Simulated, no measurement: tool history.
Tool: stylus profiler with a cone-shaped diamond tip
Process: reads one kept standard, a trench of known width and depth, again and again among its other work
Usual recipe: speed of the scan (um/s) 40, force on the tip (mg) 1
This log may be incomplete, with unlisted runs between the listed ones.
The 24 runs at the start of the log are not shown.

| run | day | speed of the scan (um/s) | force on the tip (mg) | scans with this tip | hours of work since the height scale was calibrated | depth of the trench (nm) | width of the trench's floor (µm) |
|---|---|---|---|---|---|---|---|
| 25 | 32.088 | 25 | 0.54 | 7740 | 1143 | 200.89 | 46.98 |
| 26 | 33.738 | 17 | 1.03 | 7910 | 1168 | 201.74 | 47.08 |
| 27 | 34.733 | 17 | 1.03 | 8013 | 1183 | 201.84 | 47.03 |
| 28 | 35.696 | 31 | 0.46 | 8113 | 1198 | 201.21 | 46.88 |
| 29 | 37.525 | 152 | 0.7 | 8301 | 1226 | 201.41 | 45.91 |
| 30 | 38.646 | 13 | 2.7 | 8417 | 1243 | 203.35 | 47.12 |
| 31 | 40.071 | 13 | 2.7 | 8564 | 1265 | 203.28 | 47.11 |
| 32 | 41.1 | 13 | 2.7 | 8670 | 1280 | 203.2 | 47.16 |

Each row is a separate what-if for the run after 32, all from the same tool condition, not one after another. Results?
| A | 42.958 | 40 | 2.33 | 8862 | 1309 | ? | ? |
| B | 42.958 | 97 | 1.66 | 8862 | 1309 | ? | ? |
| C | 42.958 | 34 | 1.02 | 8862 | 1309 | ? | ? |

| run | depth of the trench (nm) | width of the trench's floor (µm) |
|---|---|---|
| A | 203.11 | 47 |
| B | 202.48 | 46.63 |
| C | 201.81 | 46.98 |
With the hidden condition removed and each run's random variation left untouched, the same runs would have given:
| run | depth of the trench (nm) | width of the trench's floor (µm) |
|---|---|---|
| A | 203.13 | 47.01 |
| B | 202.5 | 46.64 |
| C | 201.82 | 46.99 |

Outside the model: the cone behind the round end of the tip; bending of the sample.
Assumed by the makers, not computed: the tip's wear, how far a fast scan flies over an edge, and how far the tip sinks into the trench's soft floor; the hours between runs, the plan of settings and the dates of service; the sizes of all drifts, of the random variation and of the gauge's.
